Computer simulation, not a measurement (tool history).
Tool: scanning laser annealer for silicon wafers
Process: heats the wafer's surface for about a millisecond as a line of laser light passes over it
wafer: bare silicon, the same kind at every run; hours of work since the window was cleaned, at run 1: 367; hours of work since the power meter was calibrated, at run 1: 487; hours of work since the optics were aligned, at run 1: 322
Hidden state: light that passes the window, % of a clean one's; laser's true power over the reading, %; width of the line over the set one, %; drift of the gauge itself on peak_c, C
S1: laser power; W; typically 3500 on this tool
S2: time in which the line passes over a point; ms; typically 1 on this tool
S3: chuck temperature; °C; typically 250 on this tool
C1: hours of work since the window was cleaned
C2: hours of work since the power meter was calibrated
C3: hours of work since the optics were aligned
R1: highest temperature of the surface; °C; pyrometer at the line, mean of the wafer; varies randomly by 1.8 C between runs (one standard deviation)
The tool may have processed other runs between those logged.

{"run": 1, "day": 0.0, "S1": 3500, "S2": 1, "S3": 250, "C1": 367, "C2": 487, "C3": 322, "R1": 979}
{"run": 2, "day": 2.3, "S1": 3500, "S2": 1, "S3": 250, "C1": 401, "C2": 521, "C3": 356, "R1": 977}
{"run": 3, "day": 4.25, "S1": 3500, "S2": 1, "S3": 250, "C1": 429, "C2": 549, "C3": 384, "R1": 974}
{"day": 5.992, "done": "window over the wafer cleaned"}
{"run": 4, "day": 6.767, "S1": 3500, "S2": 1, "S3": 250, "C1": 11, "C2": 584, "C3": 419, "R1": 997}
{"run": 5, "day": 8.367, "S1": 3500, "S2": 1, "S3": 250, "C1": 34, "C2": 608, "C3": 443, "R1": 999}
{"run": 6, "day": 9.558, "S1": 3500, "S2": 1, "S3": 250, "C1": 52, "C2": 625, "C3": 460, "R1": 994}
{"run": 7, "day": 11.583, "S1": 3500, "S2": 1, "S3": 250, "C1": 81, "C2": 654, "C3": 489, "R1": 994}
{"run": 8, "day": 13.675, "S1": 3500, "S2": 1, "S3": 250, "C1": 112, "C2": 685, "C3": 520, "R1": 993}
{"run": 9, "day": 15.775, "S1": 3561, "S2": 1, "S3": 250, "C1": 142, "C2": 715, "C3": 550, "R1": 1003}
{"run": 10, "day": 17.825, "S1": 3500, "S2": 1, "S3": 218, "C1": 172, "C2": 745, "C3": 580, "R1": 959}
{"run": 11, "day": 19.442, "S1": 3500, "S2": 1, "S3": 250, "C1": 195, "C2": 768, "C3": 603, "R1": 987}
{"run": 12, "day": 21.621, "S1": 3500, "S2": 1, "S3": 250, "C1": 227, "C2": 800, "C3": 635, "R1": 987}
{"run": 13, "day": 24.058, "S1": 3500, "S2": 1, "S3": 250, "C1": 262, "C2": 835, "C3": 670, "R1": 979}
{"run": 14, "day": 26.096, "S1": 3500, "S2": 1, "S3": 250, "C1": 292, "C2": 865, "C3": 700, "R1": 979}
{"run": 15, "day": 27.354, "S1": 3500, "S2": 1, "S3": 250, "C1": 310, "C2": 883, "C3": 718, "R1": 979}
{"run": 16, "day": 28.871, "S1": 3500, "S2": 1, "S3": 250, "C1": 332, "C2": 905, "C3": 740, "R1": 979}
{"run": 17, "day": 30.45, "S1": 3500, "S2": 1, "S3": 250, "C1": 355, "C2": 928, "C3": 763, "R1": 979}
{"run": 18, "day": 32.412, "S1": 3500, "S2": 1, "S3": 250, "C1": 384, "C2": 957, "C3": 792, "R1": 979}
{"run": 19, "day": 34.104, "S1": 3500, "S2": 1, "S3": 250, "C1": 408, "C2": 981, "C3": 816, "R1": 972}
{"run": 20, "day": 36.012, "S1": 3500, "S2": 1, "S3": 250, "C1": 436, "C2": 1009, "C3": 844, "R1": 970}
{"day": 37.275, "done": "window over the wafer cleaned"}
{"run": 21, "day": 38.275, "S1": 3500, "S2": 1, "S3": 250, "C1": 15, "C2": 1041, "C3": 876, "R1": 993}
{"run": 22, "day": 39.567, "S1": 3500, "S2": 0.99, "S3": 220, "C1": 33, "C2": 1059, "C3": 894, "R1": 962}
{"run": 23, "day": 41.546, "S1": 3168, "S2": 0.93, "S3": 259, "C1": 62, "C2": 1088, "C3": 923, "R1": 903}
{"run": 24, "day": 43.0, "S1": 3827, "S2": 1.17, "S3": 220, "C1": 83, "C2": 1109, "C3": 944, "R1": 1102}
{"run": 25, "day": 45.333, "S1": 3827, "S2": 1.17, "S3": 220, "C1": 117, "C2": 1143, "C3": 978, "R1": 1106}
{"run": 26, "day": 47.462, "S1": 3453, "S2": 1.14, "S3": 220, "C1": 148, "C2": 1174, "C3": 1009, "R1": 998}
{"run": 27, "day": 48.975, "S1": 3453, "S2": 1.14, "S3": 220, "C1": 170, "C2": 1196, "C3": 1031, "R1": 1000}
{"run": 28, "day": 51.196, "S1": 3453, "S2": 1.14, "S3": 245, "C1": 202, "C2": 1228, "C3": 1063, "R1": 1021}
{"run": 29, "day": 53.088, "S1": 3453, "S2": 0.95, "S3": 232, "C1": 230, "C2": 1256, "C3": 1091, "R1": 936}
{"run": 30, "day": 54.383, "S1": 3453, "S2": 0.95, "S3": 232, "C1": 248, "C2": 1275, "C3": 1110, "R1": 933}
{"run": 31, "day": 56.0, "S1": 3561, "S2": 1.11, "S3": 245, "C1": 272, "C2": 1298, "C3": 1133, "R1": 1030}
{"run": 32, "day": 57.5, "S1": 3238, "S2": 1, "S3": 250, "C1": 294, "C2": 1320, "C3": 1155, "R1": 922}
{"run": 33, "day": 58.546, "S1": 3437, "S2": 1.12, "S3": 287, "C1": 309, "C2": 1335, "C3": 1170, "R1": 1048}
{"run": 34, "day": 60.517, "S1": 3437, "S2": 1.12, "S3": 287, "C1": 338, "C2": 1364, "C3": 1199, "R1": 1044}
{"run": 35, "day": 62.783, "S1": 3437, "S2": 1.12, "S3": 287, "C1": 370, "C2": 1397, "C3": 1231, "R1": 1043}
{"run": 36, "day": 65.079, "S1": 3500, "S2": 1.01, "S3": 250, "C1": 404, "C2": 1430, "C3": 1265, "R1": 974}
{"run": 37, "day": 67.508, "S1": 2996, "S2": 1.2, "S3": 273, "C1": 439, "C2": 1465, "C3": 1300, "R1": 948}
{"day": 68.517, "done": "window over the wafer cleaned"}
{"run": 38, "day": 69.129, "S1": 3629, "S2": 0.82, "S3": 278, "C1": 9, "C2": 1487, "C3": 1322, "R1": 971}
{"run": 39, "day": 71.333, "S1": 3112, "S2": 1.07, "S3": 250, "C1": 41, "C2": 1519, "C3": 1354, "R1": 932}
{"run": 40, "day": 72.912, "S1": 3502, "S2": 0.7, "S3": 233, "C1": 64, "C2": 1542, "C3": 1377, "R1": 845}
{"run": 41, "day": 75.338, "S1": 3355, "S2": 0.7, "S3": 233, "C1": 99, "C2": 1578, "C3": 1413, "R1": 814}
{"run": 42, "day": 76.95, "S1": 3355, "S2": 0.7, "S3": 233, "C1": 122, "C2": 1601, "C3": 1436, "R1": 814}

Hidden state at the last listed run before each entry between runs and at the first one after, where it differs:
Runs 3 to 4: window over the wafer cleaned (day 5.992)
  light that passes the window, % of a clean one's: 96.81 -> 99.78; laser's true power over the reading, %: 0.5 -> 0.51; width of the line over the set one, %: 0.95 -> 1.04
  difference, measured minus the result without the unlogged condition, R1: -25 -> -2 °C
Runs 20 to 21: window over the wafer cleaned (day 37.275)
  light that passes the window, % of a clean one's: 96.72 -> 99.88; laser's true power over the reading, %: 0.69 -> 0.7; width of the line over the set one, %: 2.06 -> 2.13
  difference, measured minus the result without the unlogged condition, R1: -28 -> -4 °C
Runs 37 to 38: window over the wafer cleaned (day 68.517)
  light that passes the window, % of a clean one's: 96.78 -> 99.89; width of the line over the set one, %: 3.15 -> 3.2
  difference, measured minus the result without the unlogged condition, R1: -28 -> -6 °C
